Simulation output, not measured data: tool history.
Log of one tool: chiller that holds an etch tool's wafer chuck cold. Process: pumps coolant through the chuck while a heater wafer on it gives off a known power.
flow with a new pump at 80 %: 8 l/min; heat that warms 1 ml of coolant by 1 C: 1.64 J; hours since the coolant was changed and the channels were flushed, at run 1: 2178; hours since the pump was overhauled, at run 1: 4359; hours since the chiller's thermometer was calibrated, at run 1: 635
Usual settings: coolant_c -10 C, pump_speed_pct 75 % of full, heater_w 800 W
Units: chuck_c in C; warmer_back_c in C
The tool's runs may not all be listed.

run     day  coolant_c  pump_speed_pct  heater_w  hours since the coolant was changed and the channels were flushed  hours since the pump was overhauled  hours since the chiller's thermometer was calibrated  chuck_c  warmer_back_c
  1       0        -10              75       800                                                               2178                                 4359                                                   635     -2.3           4.61
  2   2.754        -10              86       800                                                               2244                                 4425                                                   701     -3.3           3.89
  3   4.738        -10              75       589                                                               2292                                 4473                                                   749     -4.4            3.4
  4   7.096        -10              84       800                                                               2348                                 4529                                                   806       -3           4.04
  5   9.104        -10              84       800                                                               2396                                 4577                                                   854     -2.9           4.02
  6    11.1        -10              84       800                                                               2444                                 4625                                                   902       -3           4.06
  7  13.754        -10              84       527                                                               2508                                 4689                                                   965     -5.4           2.68
  8  16.542        -10              72       800                                                               2575                                 4756                                                  1032     -1.8           4.88
  9  18.525        -10              72       800                                                               2623                                 4803                                                  1080     -1.6           4.86
 10  20.671        -10              65       800                                                               2674                                 4855                                                  1131     -0.9           5.49
 11   23.45        -18              75       800                                                               2741                                 4922                                                  1198     -9.9            4.7
 12    27.2        -18              75       800                                                               2831                                 5012                                                  1288     -9.8           4.64
 13    31.5        -18              75       800                                                               2934                                 5115                                                  1391     -9.8           4.67
 14  33.725        -10              63       800                                                               2987                                 5168                                                  1445     -0.2           5.69
 15  35.638        -10              63       800                                                               3033                                 5214                                                  1490     -0.3           5.68
 16  37.638        -10              63       800                                                               3081                                 5262                                                  1538     -0.2           5.69
     40.771  -- coolant changed, channels flushed
 17  42.246        -18              61       800                                                                 35                                 5367                                                  1643       -9           6.01
 18    45.1        -18              85       456                                                                104                                 5435                                                  1712    -14.3           2.32
 19  49.662        -19              71       590                                                                213                                 5545                                                  1821    -13.3           3.69
 20  54.188        -20              64       800                                                                322                                 5653                                                  1930    -11.1           5.67
 21  57.804        -20              75       800                                                                409                                 5740                                                  2016    -12.7           4.77
 22  61.929        -20              75       467                                                                508                                 5839                                                  2115    -15.6           2.86
 23  66.117         -1              60      1060                                                                608                                 5940                                                  2216     11.7           8.16
 24  70.238        -10              85      1067                                                                707                                 6038                                                  2315     -1.1           5.63
 25  73.675        -10              88       800                                                                790                                 6121                                                  2397     -3.5           4.07
 26  77.438        -10              88       800                                                                880                                 6211                                                  2488     -3.6            4.1
 27  81.283        -10              88       800                                                                972                                 6304                                                  2580     -3.3           4.11
 28  83.446        -13              92       948                                                               1024                                 6356                                                  2632     -5.4           4.67
 29  86.967         -3              87       800                                                               1109                                 6440                                                  2716      3.6           4.17
 30  89.775        -10              73       800                                                               1176                                 6507                                                  2784     -2.2           5.03
 31  93.612        -19              70       492                                                               1268                                 6600                                                  2876    -13.9           3.28

Some steps in chuck_c between neighbouring runs. How much of each would the tool show without its hidden state too (settings, what came in, random variation), and how much is left for the hidden state, with any gauge scatter that isn't in both results?
The hidden state here: heat passed by the chuck's channels, % of clean ones'; flow at a given pump speed, % of a new pump's; coolant's true temperature over the reading, C; drift of the gauge itself on chuck_c, C; drift of the gauge itself on warmer_back_c, C.
Run 16 -> 17: coolant_c -10 -> -18, pump_speed_pct 63 -> 61, coolant changed, channels flushed. chuck_c -8.8 C: hidden state -1, all else -7.8.
Run 17 -> 18: pump_speed_pct 61 -> 85, heater_w 800 -> 456. chuck_c -5.3 C: hidden state -0.8, all else -4.5.
Run 22 -> 23: coolant_c -20 -> -1, pump_speed_pct 75 -> 60, heater_w 467 -> 1060. chuck_c +27.3 C: hidden state +1.6, all else +25.7.
Run 23 -> 24: coolant_c -1 -> -10, pump_speed_pct 60 -> 85, heater_w 1060 -> 1067. chuck_c -12.8 C: hidden state -0.7, all else -12.1.
Run 30 -> 31: coolant_c -10 -> -19, pump_speed_pct 73 -> 70, heater_w 800 -> 492. chuck_c -11.7 C: hidden state -0.6, all else -11.1.

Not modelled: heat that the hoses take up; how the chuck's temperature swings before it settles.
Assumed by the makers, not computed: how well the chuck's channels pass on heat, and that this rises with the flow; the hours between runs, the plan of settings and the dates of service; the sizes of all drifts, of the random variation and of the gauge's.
